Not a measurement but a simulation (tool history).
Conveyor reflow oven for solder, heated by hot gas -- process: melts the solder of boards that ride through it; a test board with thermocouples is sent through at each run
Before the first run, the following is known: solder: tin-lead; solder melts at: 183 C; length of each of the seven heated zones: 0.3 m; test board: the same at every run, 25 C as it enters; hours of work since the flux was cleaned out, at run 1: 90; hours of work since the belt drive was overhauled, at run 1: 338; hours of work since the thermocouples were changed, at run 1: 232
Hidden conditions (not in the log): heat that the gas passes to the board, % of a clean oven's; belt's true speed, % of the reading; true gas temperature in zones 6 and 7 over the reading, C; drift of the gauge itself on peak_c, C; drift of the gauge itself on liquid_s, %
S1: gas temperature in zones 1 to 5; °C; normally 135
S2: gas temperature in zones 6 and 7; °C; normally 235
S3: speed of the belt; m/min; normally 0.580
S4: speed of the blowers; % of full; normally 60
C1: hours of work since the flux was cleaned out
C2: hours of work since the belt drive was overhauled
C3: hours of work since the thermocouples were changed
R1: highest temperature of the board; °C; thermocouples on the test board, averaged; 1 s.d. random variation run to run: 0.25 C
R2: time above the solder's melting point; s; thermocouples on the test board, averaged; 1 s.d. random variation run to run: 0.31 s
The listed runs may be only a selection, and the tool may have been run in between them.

{"run": 1, "hour": 0.0, "S1": 135, "S2": 235, "S3": 0.58, "S4": 60, "C1": 90, "C2": 338, "C3": 232, "R1": 211.7, "R2": 39.8}
{"run": 2, "hour": 7.5, "S1": 145, "S2": 235, "S3": 0.58, "S4": 60, "C1": 95, "C2": 343, "C3": 238, "R1": 213.9, "R2": 45.4}
{"run": 3, "hour": 21.0, "S1": 135, "S2": 235, "S3": 0.58, "S4": 60, "C1": 105, "C2": 353, "C3": 248, "R1": 211.9, "R2": 40.4}
{"run": 4, "hour": 28.2, "S1": 135, "S2": 235, "S3": 0.615, "S4": 60, "C1": 111, "C2": 359, "C3": 253, "R1": 209.0, "R2": 36.4}
{"run": 5, "hour": 38.1, "S1": 135, "S2": 235, "S3": 0.58, "S4": 60, "C1": 118, "C2": 366, "C3": 260, "R1": 211.3, "R2": 40.6}
{"run": 6, "hour": 55.3, "S1": 135, "S2": 235, "S3": 0.58, "S4": 60, "C1": 131, "C2": 379, "C3": 273, "R1": 211.6, "R2": 40.9}
{"run": 7, "hour": 69.0, "S1": 144, "S2": 246, "S3": 0.471, "S4": 60, "C1": 141, "C2": 389, "C3": 283, "R1": 229.3, "R2": 67.7}
{"run": 8, "hour": 81.7, "S1": 144, "S2": 246, "S3": 0.589, "S4": 78, "C1": 151, "C2": 399, "C3": 293, "R1": 229.2, "R2": 53.5}
{"run": 9, "hour": 99.1, "S1": 144, "S2": 246, "S3": 0.589, "S4": 78, "C1": 164, "C2": 412, "C3": 306, "R1": 228.6, "R2": 53.7}
{"run": 10, "hour": 109.2, "S1": 144, "S2": 246, "S3": 0.589, "S4": 78, "C1": 171, "C2": 419, "C3": 313, "R1": 228.5, "R2": 53.4}
{"run": 11, "hour": 121.8, "S1": 144, "S2": 230, "S3": 0.624, "S4": 78, "C1": 180, "C2": 428, "C3": 323, "R1": 213.3, "R2": 42.7}

Predict each of these 4 candidate next runs independently; none follows another, all start after run 11:
{"run": "A", "hour": 132.3, "S1": 135, "S2": 245, "S3": 0.58, "S4": 60, "C1": 188, "C2": 436, "C3": 331, "R1": "?", "R2": "?"}
{"run": "B", "hour": 132.3, "S1": 144, "S2": 231, "S3": 0.542, "S4": 81, "C1": 188, "C2": 436, "C3": 331, "R1": "?", "R2": "?"}
{"run": "C", "hour": 132.3, "S1": 142, "S2": 231, "S3": 0.624, "S4": 78, "C1": 188, "C2": 436, "C3": 331, "R1": "?", "R2": "?"}
{"run": "D", "hour": 132.3, "S1": 144, "S2": 227, "S3": 0.624, "S4": 53, "C1": 188, "C2": 436, "C3": 331, "R1": "?", "R2": "?"}

run=A R1=218.9 R2=45.8
run=B R1=218.9 R2=53.3
run=C R1=213.4 R2=41.3
run=D R1=201.0 R2=29.8
Without the tool's hidden state the same runs would have given:
run=A R1=220.0 R2=46.2
run=B R1=219.8 R2=53.7
run=C R1=214.5 R2=42.0
run=D R1=201.8 R2=30.7
